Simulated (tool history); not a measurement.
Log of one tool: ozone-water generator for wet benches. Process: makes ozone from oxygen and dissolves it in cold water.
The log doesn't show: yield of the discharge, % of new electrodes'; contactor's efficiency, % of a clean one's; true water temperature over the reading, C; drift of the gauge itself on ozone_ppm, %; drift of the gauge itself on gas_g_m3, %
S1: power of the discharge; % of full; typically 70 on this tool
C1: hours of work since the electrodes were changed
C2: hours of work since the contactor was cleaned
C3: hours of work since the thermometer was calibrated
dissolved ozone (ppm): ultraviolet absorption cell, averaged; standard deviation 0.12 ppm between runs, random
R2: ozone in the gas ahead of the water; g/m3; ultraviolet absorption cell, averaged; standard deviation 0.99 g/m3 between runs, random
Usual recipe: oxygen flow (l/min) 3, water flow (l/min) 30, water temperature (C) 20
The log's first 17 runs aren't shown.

{"run": 18, "hour": 1197.2, "S1": 70, "oxygen flow (l/min)": 5.02, "water flow (l/min)": 35, "water temperature (C)": 17, "C1": 1062, "C2": 1166, "C3": 492, "dissolved ozone (ppm)": 9.6, "R2": 121.9}
{"run": 19, "hour": 1246.1, "S1": 70, "oxygen flow (l/min)": 4.26, "water flow (l/min)": 19, "water temperature (C)": 17, "C1": 1100, "C2": 1204, "C3": 530, "dissolved ozone (ppm)": 15.5, "R2": 134.9}
{"run": 20, "hour": 1287.0, "S1": 70, "oxygen flow (l/min)": 4.26, "water flow (l/min)": 19, "water temperature (C)": 17, "C1": 1132, "C2": 1236, "C3": 562, "dissolved ozone (ppm)": 15.3, "R2": 135.5}
{"run": 21, "hour": 1341.9, "S1": 70, "oxygen flow (l/min)": 4.26, "water flow (l/min)": 19, "water temperature (C)": 17, "C1": 1175, "C2": 1279, "C3": 605, "dissolved ozone (ppm)": 15.3, "R2": 134.4}
{"run": 22, "hour": 1432.2, "S1": 70, "oxygen flow (l/min)": 1.61, "water flow (l/min)": 20, "water temperature (C)": 18, "C1": 1246, "C2": 1350, "C3": 676, "dissolved ozone (ppm)": 13.7, "R2": 250.2}
{"run": 23, "hour": 1478.8, "S1": 41, "oxygen flow (l/min)": 3, "water flow (l/min)": 30, "water temperature (C)": 18, "C1": 1283, "C2": 1387, "C3": 713, "dissolved ozone (ppm)": 6.8, "R2": 108.5}
{"run": 24, "hour": 1516.2, "S1": 59, "oxygen flow (l/min)": 5.26, "water flow (l/min)": 24, "water temperature (C)": 25, "C1": 1312, "C2": 1416, "C3": 742, "dissolved ozone (ppm)": 10.2, "R2": 102.1}
{"run": 25, "hour": 1603.9, "S1": 70, "oxygen flow (l/min)": 4.47, "water flow (l/min)": 30, "water temperature (C)": 16, "C1": 1381, "C2": 1485, "C3": 811, "dissolved ozone (ppm)": 11.1, "R2": 128.8}
{"run": 26, "hour": 1675.6, "S1": 49, "oxygen flow (l/min)": 5.27, "water flow (l/min)": 33, "water temperature (C)": 20, "C1": 1437, "C2": 1541, "C3": 867, "dissolved ozone (ppm)": 7.3, "R2": 86.9}
{"run": 27, "hour": 1755.0, "S1": 49, "oxygen flow (l/min)": 1.5, "water flow (l/min)": 33, "water temperature (C)": 20, "C1": 1499, "C2": 1603, "C3": 929, "dissolved ozone (ppm)": 6.2, "R2": 194.6}
{"run": 28, "hour": 1838.3, "S1": 49, "oxygen flow (l/min)": 1.5, "water flow (l/min)": 33, "water temperature (C)": 20, "C1": 1564, "C2": 1668, "C3": 994, "dissolved ozone (ppm)": 6.2, "R2": 195.8}
{"run": 29, "hour": 1889.1, "S1": 49, "oxygen flow (l/min)": 2.16, "water flow (l/min)": 33, "water temperature (C)": 19, "C1": 1604, "C2": 1708, "C3": 1034, "dissolved ozone (ppm)": 6.7, "R2": 154.2}
{"run": 30, "hour": 1960.9, "S1": 42, "oxygen flow (l/min)": 3, "water flow (l/min)": 22, "water temperature (C)": 20, "C1": 1661, "C2": 1765, "C3": 1091, "dissolved ozone (ppm)": 8.5, "R2": 109.7}
{"run": 31, "hour": 2015.6, "S1": 42, "oxygen flow (l/min)": 3, "water flow (l/min)": 22, "water temperature (C)": 20, "C1": 1704, "C2": 1808, "C3": 1134, "dissolved ozone (ppm)": 8.7, "R2": 109.3}
{"run": 32, "hour": 2078.8, "S1": 99, "oxygen flow (l/min)": 3, "water flow (l/min)": 19, "water temperature (C)": 20, "C1": 1753, "C2": 1857, "C3": 1183, "dissolved ozone (ppm)": 19.5, "R2": 221.6}

Forecast each of these 5 alternatives for the next run:
{"run": "A", "hour": 2129.6, "S1": 99, "oxygen flow (l/min)": 3, "water flow (l/min)": 29, "water temperature (C)": 23, "C1": 1793, "C2": 1897, "C3": 1223, "dissolved ozone (ppm)": "?", "R2": "?"}
{"run": "B", "hour": 2129.6, "S1": 49, "oxygen flow (l/min)": 3, "water flow (l/min)": 31, "water temperature (C)": 28, "C1": 1793, "C2": 1897, "C3": 1223, "dissolved ozone (ppm)": "?", "R2": "?"}
{"run": "C", "hour": 2129.6, "S1": 99, "oxygen flow (l/min)": 3, "water flow (l/min)": 19, "water temperature (C)": 14, "C1": 1793, "C2": 1897, "C3": 1223, "dissolved ozone (ppm)": "?", "R2": "?"}
{"run": "D", "hour": 2129.6, "S1": 99, "oxygen flow (l/min)": 3, "water flow (l/min)": 27, "water temperature (C)": 17, "C1": 1793, "C2": 1897, "C3": 1223, "dissolved ozone (ppm)": "?", "R2": "?"}
{"run": "E", "hour": 2129.6, "S1": 99, "oxygen flow (l/min)": 3, "water flow (l/min)": 36, "water temperature (C)": 22, "C1": 1793, "C2": 1897, "C3": 1223, "dissolved ozone (ppm)": "?", "R2": "?"}

run=A dissolved_ozone_(ppm)=14 R2=219.6
run=B dissolved_ozone_(ppm)=6.8 R2=124.1
run=C dissolved_ozone_(ppm)=21 R2=220.1
run=D dissolved_ozone_(ppm)=15.2 R2=220.2
run=E dissolved_ozone_(ppm)=11.3 R2=220.4
Without the tool's unlogged condition, the same runs would have read:
run=A dissolved_ozone_(ppm)=14.8 R2=228.4
run=B dissolved_ozone_(ppm)=7.1 R2=126.8
run=C dissolved_ozone_(ppm)=22.1 R2=229
run=D dissolved_ozone_(ppm)=16 R2=229.1
run=E dissolved_ozone_(ppm)=11.9 R2=229.3

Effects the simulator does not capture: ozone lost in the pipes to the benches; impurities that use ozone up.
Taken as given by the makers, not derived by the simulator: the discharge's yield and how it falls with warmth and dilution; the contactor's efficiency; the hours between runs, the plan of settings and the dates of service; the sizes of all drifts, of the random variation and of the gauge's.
